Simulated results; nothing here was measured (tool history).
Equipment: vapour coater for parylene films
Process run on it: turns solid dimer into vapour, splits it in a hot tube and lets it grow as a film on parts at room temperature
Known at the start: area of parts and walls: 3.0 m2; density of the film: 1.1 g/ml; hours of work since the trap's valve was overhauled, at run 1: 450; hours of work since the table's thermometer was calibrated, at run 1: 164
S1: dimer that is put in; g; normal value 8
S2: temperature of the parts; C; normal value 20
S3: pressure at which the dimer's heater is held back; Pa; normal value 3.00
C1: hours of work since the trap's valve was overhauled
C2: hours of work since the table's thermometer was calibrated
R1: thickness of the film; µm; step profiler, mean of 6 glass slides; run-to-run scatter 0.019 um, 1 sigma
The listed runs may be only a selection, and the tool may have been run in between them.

Run 1, hour 0.0: usual settings; C1 450; C2 164. Result: R1 1.58 µm.
Run 2, hour 48.9: usual settings; C1 485; C2 198. Result: R1 1.58 µm.
Run 3, hour 98.8: usual settings but S3 4.92 Pa; C1 520; C2 233. Result: R1 1.47 µm.
At hour 106.2: trap's valve overhauled.
Run 4, hour 136.7: usual settings but S3 3.82 Pa; C1 21; C2 257. Result: R1 1.80 µm.
Run 5, hour 176.9: usual settings but S3 3.82 Pa; C1 50; C2 286. Result: R1 1.79 µm.
Run 6, hour 220.1: usual settings but S1 4 g; C1 80; C2 316. Result: R1 0.90 µm.
Run 7, hour 254.6: usual settings; C1 104; C2 340. Result: R1 1.80 µm.
Run 8, hour 278.0: usual settings; C1 121; C2 357. Result: R1 1.80 µm.
Run 9, hour 321.6: usual settings but S3 7.66 Pa; C1 152; C2 387. Result: R1 1.63 µm.
Run 10, hour 372.1: usual settings but S3 7.66 Pa; C1 187; C2 423. Result: R1 1.60 µm.
Run 11, hour 408.8: usual settings; C1 213; C2 449. Result: R1 1.74 µm.
Run 12, hour 457.1: usual settings but S1 4 g; C1 247; C2 483. Result: R1 0.89 µm.
Run 13, hour 508.1: usual settings but S1 4 g; C1 283; C2 519. Result: R1 0.88 µm.
Run 14, hour 538.7: usual settings but S1 3 g, S2 21 C, S3 2.60 Pa; C1 304; C2 540. Result: R1 0.64 µm.
Run 15, hour 585.8: usual settings but S2 13 C, S3 2.60 Pa; C1 338; C2 573. Result: R1 2.00 µm.
Run 16, hour 619.6: usual settings but S1 5 g, S2 22 C, S3 2.51 Pa; C1 361; C2 597. Result: R1 1.01 µm.
Run 17, hour 642.6: usual settings but S1 5 g, S2 17 C, S3 8.17 Pa; C1 378; C2 613. Result: R1 1.01 µm.
Run 18, hour 669.4: usual settings but S1 5 g, S2 17 C, S3 8.17 Pa; C1 397; C2 632. Result: R1 1.01 µm.
Run 19, hour 701.7: usual settings but S1 11 g, S2 14 C, S3 8.83 Pa; C1 419; C2 655. Result: R1 2.36 µm.
Run 20, hour 752.5: usual settings but S1 6 g, S2 30 C, S3 5.08 Pa; C1 455; C2 691. Result: R1 0.90 µm.
Run 21, hour 793.9: usual settings but S1 13 g, S3 11.77 Pa; C1 484; C2 720. Result: R1 2.30 µm.
Run 22, hour 828.4: usual settings but S1 9 g, S2 15 C, S3 5.52 Pa; C1 508; C2 744. Result: R1 1.90 µm.
At hour 853.4: trap's valve overhauled.
Run 23, hour 874.7: usual settings but S1 12 g, S2 25 C; C1 15; C2 774. Result: R1 2.46 µm.
Run 24, hour 908.5: usual settings but S1 9 g, S2 18 C, S3 2.04 Pa; C1 39; C2 798. Result: R1 2.26 µm.

Run 25, settings as shown, results not yet in. Your forecast:
Run 25, hour 949.8: usual settings but S1 9 g, S2 18 C, S3 2.04 Pa; C1 68; C2 827. Result: R1 ?.

Logged for run 25: R1 2.24 µm.
Had the tool carried no hidden state, the very same run would have given R1 2.27 µm.
